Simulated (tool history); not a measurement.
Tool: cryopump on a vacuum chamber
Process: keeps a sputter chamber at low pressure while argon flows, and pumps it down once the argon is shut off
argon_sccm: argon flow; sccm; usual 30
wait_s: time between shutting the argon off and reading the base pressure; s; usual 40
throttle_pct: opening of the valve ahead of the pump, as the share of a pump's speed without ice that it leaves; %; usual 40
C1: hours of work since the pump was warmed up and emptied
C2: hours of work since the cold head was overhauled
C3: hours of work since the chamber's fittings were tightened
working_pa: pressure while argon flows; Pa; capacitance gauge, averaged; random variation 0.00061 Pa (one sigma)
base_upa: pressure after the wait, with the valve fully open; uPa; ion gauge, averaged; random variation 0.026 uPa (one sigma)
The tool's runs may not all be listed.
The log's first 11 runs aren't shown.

Run 12, hour 482.4: usual settings but wait_s 254 s; C1 97; C2 954; C3 382. Result: working_pa 0.0868 Pa, base_upa 0.85 uPa.
Run 13, hour 537.4: usual settings; C1 119; C2 976; C3 404. Result: working_pa 0.0872 Pa, base_upa 1.72 uPa.
Run 14, hour 580.3: usual settings; C1 137; C2 993; C3 422. Result: working_pa 0.0872 Pa, base_upa 1.68 uPa.
Run 15, hour 637.3: usual settings; C1 160; C2 1016; C3 445. Result: working_pa 0.0866 Pa, base_upa 1.76 uPa.
Run 16, hour 667.4: usual settings but argon_sccm 59 sccm; C1 172; C2 1028; C3 457. Result: working_pa 0.1744 Pa, base_upa 1.78 uPa.
Run 17, hour 694.2: usual settings; C1 182; C2 1039; C3 468. Result: working_pa 0.0883 Pa, base_upa 1.74 uPa.
Run 18, hour 721.9: usual settings but argon_sccm 38 sccm, wait_s 49 s; C1 194; C2 1050; C3 479. Result: working_pa 0.1112 Pa, base_upa 1.61 uPa.
Run 19, hour 749.7: usual settings but argon_sccm 14 sccm; C1 205; C2 1061; C3 490. Result: working_pa 0.0401 Pa, base_upa 1.85 uPa.
Run 20, hour 794.2: usual settings but argon_sccm 14 sccm; C1 223; C2 1079; C3 508. Result: working_pa 0.0417 Pa, base_upa 1.84 uPa.
Run 21, hour 837.9: usual settings but argon_sccm 13 sccm, wait_s 28 s, throttle_pct 22 %; C1 240; C2 1097; C3 525. Result: working_pa 0.0698 Pa, base_upa 2.26 uPa.
Run 22, hour 890.7: usual settings but argon_sccm 17 sccm, wait_s 175 s, throttle_pct 37 %; C1 262; C2 1118; C3 547. Result: working_pa 0.0537 Pa, base_upa 1.17 uPa.
Run 23, hour 918.8: usual settings but argon_sccm 17 sccm, wait_s 175 s, throttle_pct 37 %; C1 273; C2 1129; C3 558. Result: working_pa 0.0536 Pa, base_upa 1.19 uPa.
Run 24, hour 958.9: usual settings but argon_sccm 18 sccm, wait_s 85 s, throttle_pct 58 %; C1 289; C2 1146; C3 574. Result: working_pa 0.0376 Pa, base_upa 1.44 uPa.
Run 25, hour 987.8: usual settings but argon_sccm 18 sccm, wait_s 85 s, throttle_pct 58 %; C1 301; C2 1157; C3 586. Result: working_pa 0.037 Pa, base_upa 1.43 uPa.
Run 26, hour 1032.3: usual settings but argon_sccm 19 sccm, wait_s 85 s, throttle_pct 28 %; C1 319; C2 1175; C3 604. Result: working_pa 0.0795 Pa, base_upa 1.49 uPa.
Run 27, hour 1069.8: usual settings but argon_sccm 28 sccm, wait_s 85 s, throttle_pct 53 %; C1 334; C2 1190; C3 619. Result: working_pa 0.0651 Pa, base_upa 1.49 uPa.
Run 28, hour 1123.7: usual settings but argon_sccm 28 sccm, wait_s 85 s, throttle_pct 53 %; C1 355; C2 1212; C3 640. Result: working_pa 0.064 Pa, base_upa 1.49 uPa.
Run 29, hour 1162.7: usual settings but argon_sccm 28 sccm, wait_s 85 s, throttle_pct 53 %; C1 371; C2 1228; C3 656. Result: working_pa 0.0646 Pa, base_upa 1.6 uPa.
Run 30, hour 1219.5: usual settings but argon_sccm 25 sccm, wait_s 210 s; C1 394; C2 1251; C3 679. Result: working_pa 0.0747 Pa, base_upa 1.3 uPa.
Run 31, hour 1248.1: usual settings but argon_sccm 25 sccm, wait_s 210 s; C1 405; C2 1262; C3 691. Result: working_pa 0.075 Pa, base_upa 1.41 uPa.
Run 32, hour 1277.3: usual settings but argon_sccm 51 sccm; C1 417; C2 1274; C3 702. Result: working_pa 0.1531 Pa, base_upa 2.2 uPa.
Run 33, hour 1307.1: usual settings but argon_sccm 26 sccm, wait_s 291 s, throttle_pct 21 %; C1 429; C2 1286; C3 714. Result: working_pa 0.1465 Pa, base_upa 1.32 uPa.

Forecast each of these 5 alternatives for the next run:
Run A, hour 1336.3: usual settings but argon_sccm 45 sccm, throttle_pct 28 %; C1 441; C2 1298; C3 726. Result: working_pa ?, base_upa ?.
Run B, hour 1336.3: usual settings but argon_sccm 18 sccm, wait_s 75 s, throttle_pct 28 %; C1 441; C2 1298; C3 726. Result: working_pa ?, base_upa ?.
Run C, hour 1336.3: usual settings but argon_sccm 18 sccm; C1 441; C2 1298; C3 726. Result: working_pa ?, base_upa ?.
Run D, hour 1336.3: usual settings but argon_sccm 44 sccm, wait_s 291 s, throttle_pct 21 %; C1 441; C2 1298; C3 726. Result: working_pa ?, base_upa ?.
Run E, hour 1336.3: usual settings but wait_s 27 s, throttle_pct 18 %; C1 441; C2 1298; C3 726. Result: working_pa ?, base_upa ?.

run  working_pa  base_upa
  A      0.1926      2.23
  B      0.0776      1.75
  C      0.0546       2.2
  D      0.2459      1.36
  E      0.1968      2.64
Without the tool's hidden state the same runs would have given:
run  working_pa  base_upa
  A      0.1837      1.17
  B       0.074      0.71
  C       0.051      1.14
  D      0.2373       0.3
  E      0.1908       1.6
